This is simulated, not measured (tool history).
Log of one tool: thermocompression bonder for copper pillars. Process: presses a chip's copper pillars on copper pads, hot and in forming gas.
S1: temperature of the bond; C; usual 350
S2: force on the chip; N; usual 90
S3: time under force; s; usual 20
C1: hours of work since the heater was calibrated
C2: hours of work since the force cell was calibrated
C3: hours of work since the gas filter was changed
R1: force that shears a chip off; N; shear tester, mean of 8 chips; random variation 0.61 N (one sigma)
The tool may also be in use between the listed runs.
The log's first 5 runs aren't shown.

| run | hour | S1 | S2 | S3 | C1 | C2 | C3 | R1 |
|---|---|---|---|---|---|---|---|---|
| 6 | 55.3 | 352 | 90 | 20 | 370 | 360 | 27 | 82.4 |
| 7 | 63.7 | 350 | 90 | 20 | 376 | 366 | 33 | 80.5 |
| 8 | 69.7 | 350 | 90 | 20 | 381 | 371 | 37 | 80.6 |
| 9 | 77.7 | 342 | 90 | 20 | 387 | 376 | 43 | 74.1 |
| 10 | 83.1 | 342 | 90 | 20 | 391 | 381 | 47 | 73.2 |
| 11 | 91.3 | 350 | 69 | 20 | 397 | 387 | 53 | 60.0 |
| 12 | 103.4 | 350 | 69 | 20 | 406 | 396 | 62 | 60.3 |
| 13 | 113.6 | 350 | 69 | 20 | 413 | 403 | 70 | 59.3 |
| 14 | 119.2 | 350 | 69 | 20 | 417 | 407 | 74 | 60.1 |
| 15 | 131.1 | 350 | 69 | 20 | 426 | 416 | 83 | 59.3 |
| 16 | 142.9 | 350 | 69 | 20 | 435 | 425 | 92 | 59.4 |
| 17 | 149.5 | 350 | 69 | 20 | 440 | 430 | 97 | 58.5 |
| 18 | 158.1 | 350 | 90 | 20 | 446 | 436 | 103 | 77.0 |
| 19 | 170.4 | 350 | 90 | 20 | 455 | 445 | 112 | 77.0 |
| 20 | 179.0 | 324 | 90 | 20 | 462 | 452 | 119 | 57.7 |
| 21 | 184.8 | 324 | 66 | 30 | 466 | 456 | 123 | 47.3 |
|  | 187.5 | forming gas filter changed |
| 22 | 191.3 | 372 | 90 | 20 | 471 | 461 | 3 | 98.9 |
|  | 193.6 | force cell calibrated |
| 23 | 204.9 | 380 | 105 | 16 | 480 | 8 | 12 | 110.6 |
| 24 | 214.5 | 380 | 105 | 16 | 487 | 16 | 19 | 110.6 |
| 25 | 226.4 | 380 | 105 | 16 | 496 | 24 | 28 | 110.0 |

Run 26 comes next. What will it give?
|  | 229.1 | force cell calibrated, once more |
| 26 | 237.1 | 355 | 105 | 21 | 502 | 6 | 35 | ? |

R1: 99.8 N
Without the tool's hidden state the same run would have given R1 99.6 N.
